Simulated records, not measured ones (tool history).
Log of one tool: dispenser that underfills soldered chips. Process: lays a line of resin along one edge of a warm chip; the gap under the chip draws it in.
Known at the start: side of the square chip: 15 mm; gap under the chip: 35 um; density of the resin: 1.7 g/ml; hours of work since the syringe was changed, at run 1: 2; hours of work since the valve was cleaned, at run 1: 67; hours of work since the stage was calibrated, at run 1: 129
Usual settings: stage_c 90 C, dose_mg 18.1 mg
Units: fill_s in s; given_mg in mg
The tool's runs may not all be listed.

run	hour	stage_c	dose_mg	hours of work since the syringe was changed	hours of work since the valve was cleaned	hours of work since the stage was calibrated	fill_s	given_mg
1	0	90	18.1	2	67	129	508.2	17.55
2	5.8	90	18.1	6	71	134	586.9	17.52
3	11.6	83	18.1	10	75	138	933.5	17.39
# hour 12.9: new syringe of resin
4	16.3	83	18.1	2	78	141	697.6	17.31
5	20.2	90	19	5	81	143	546.3	18.12
6	24.2	90	19.7	8	84	146	596.6	18.79
7	27.1	90	18.1	10	86	148	642.1	17.15
# hour 28.6: new syringe of resin
8	31.7	90	18.1	2	89	151	501.9	17.07
9	36.8	90	18.1	6	93	155	571.9	17.08
10	42.3	90	18.1	10	96	159	639.3	17.03
# hour 44.6: new syringe of resin
11	46.1	90	18.1	1	99	161	491.6	16.97
12	50	90	18.1	4	102	164	528.2	17.08
13	53.8	90	19.8	6	104	167	562.5	18.69
14	58.7	90	19.8	10	108	170	638.4	18.31
# hour 60.3: new syringe of resin
15	64.6	90	19.8	3	112	174	524.6	18.42
16	70.4	90	19.8	7	116	178	602	18.48
17	73	90	19.8	9	118	180	634	18.43
# hour 76.2: new syringe of resin
18	76.3	90	19.8	0	120	182	482.7	18.45
19	79.3	90	19.8	2	122	184	514.9	18.29
20	83.1	90	19.8	5	125	187	557.4	18.23
21	87.9	75	23	8	128	190	1253.7	21.26
# hour 91.9: new syringe of resin
22	92.8	90	18	1	131	194	501.6	16.61
23	97.9	99	21.7	4	135	197	359.5	19.88
24	101	87	22.5	6	137	199	656.3	20.66
25	106.8	78	22.5	11	141	204	1169.6	20.55
# hour 107.9: new syringe of resin
26	111.6	79	16.4	3	144	207	900.7	15.05
27	116.7	101	16.9	6	148	210	377.7	15.61
# hour 118.5: dispensing valve cleaned and set on the balance
28	120.9	80	16.5	9	2	213	1010.9	16.28
# hour 124.8: new syringe of resin
29	127.1	80	16.5	2	6	217	846.7	16.5
30	132.2	80	16.5	5	9	220	943.3	16.45
31	137.7	80	16.5	9	13	224	1048.8	16.36
# hour 140.8: new syringe of resin
32	143.9	80	16.5	2	17	228	877.6	16.42
33	147.5	88	18.1	5	20	231	626.3	17.83
34	150.9	98	15.6	7	22	233	457.3	15.31
35	154.8	103	18.1	10	25	236	383.4	17.84

Forecast each of these 3 alternatives for the next run:
# hour 156.8: new syringe of resin
A	159.1	85	17.8	2	28	239	?	?
# hour 156.8: new syringe of resin
B	159.1	82	22.4	2	28	239	?	?
# hour 156.8: new syringe of resin
C	159.1	97	15.9	2	28	239	?	?

run	fill_s	given_mg
A	638.5	17.44
B	716.2	21.78
C	390.9	15.7
Without the tool's hidden state the same runs would have given:
run	fill_s	given_mg
A	552.5	17.76
B	620.8	22.18
C	339.4	15.99

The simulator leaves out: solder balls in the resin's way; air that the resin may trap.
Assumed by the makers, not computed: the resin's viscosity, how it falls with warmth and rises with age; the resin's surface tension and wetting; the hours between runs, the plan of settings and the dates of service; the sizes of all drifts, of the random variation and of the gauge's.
